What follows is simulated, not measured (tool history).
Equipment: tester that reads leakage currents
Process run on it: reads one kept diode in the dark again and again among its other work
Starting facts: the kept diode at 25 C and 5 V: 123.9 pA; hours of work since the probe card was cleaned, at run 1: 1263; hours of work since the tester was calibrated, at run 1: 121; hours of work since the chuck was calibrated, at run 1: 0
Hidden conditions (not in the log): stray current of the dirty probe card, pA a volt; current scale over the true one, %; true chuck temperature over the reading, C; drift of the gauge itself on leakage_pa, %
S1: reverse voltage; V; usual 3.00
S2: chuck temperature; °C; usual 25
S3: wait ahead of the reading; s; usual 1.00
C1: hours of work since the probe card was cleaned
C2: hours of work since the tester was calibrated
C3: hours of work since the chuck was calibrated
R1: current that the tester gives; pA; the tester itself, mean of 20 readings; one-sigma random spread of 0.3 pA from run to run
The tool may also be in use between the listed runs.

run   hour     S1  S2    S3    C1   C2   C3       R1
  1    0.0   3.00  25  1.00  1263  121    0   104.03
  2   21.2   3.00  25  1.00  1274  133   11   104.25
  3   51.6   3.00  25  1.00  1290  149   27   103.63
  4   79.3   3.00  25  1.00  1305  163   42   103.78
  5   93.8   3.00  25  1.00  1312  171   50   103.17
  6  118.6   3.00  25  1.00  1326  184   63   103.38
  7  139.4  18.16  37  0.39  1337  195   74   673.22
  8  165.9  18.16  37  0.39  1351  209   88   669.74
  9  193.8   8.28  47  0.86  1366  224  103  1039.96
 10  216.2   8.28  47  0.86  1377  236  115  1033.47
 11  246.8   1.05  23  1.83  1394  252  131    53.21

Table of differences, measured result less the result of that run with no hidden state. Run-to-run variation is the same in both. Gauge scatter possibly is not:
run      R1
  1   +3.89
  2   +3.83
  3   +3.70
  4   +3.61
  5   +3.54
  6   +3.46
  7  +20.68
  8  +20.07
  9  +12.03
 10  +11.29
 11   +1.12
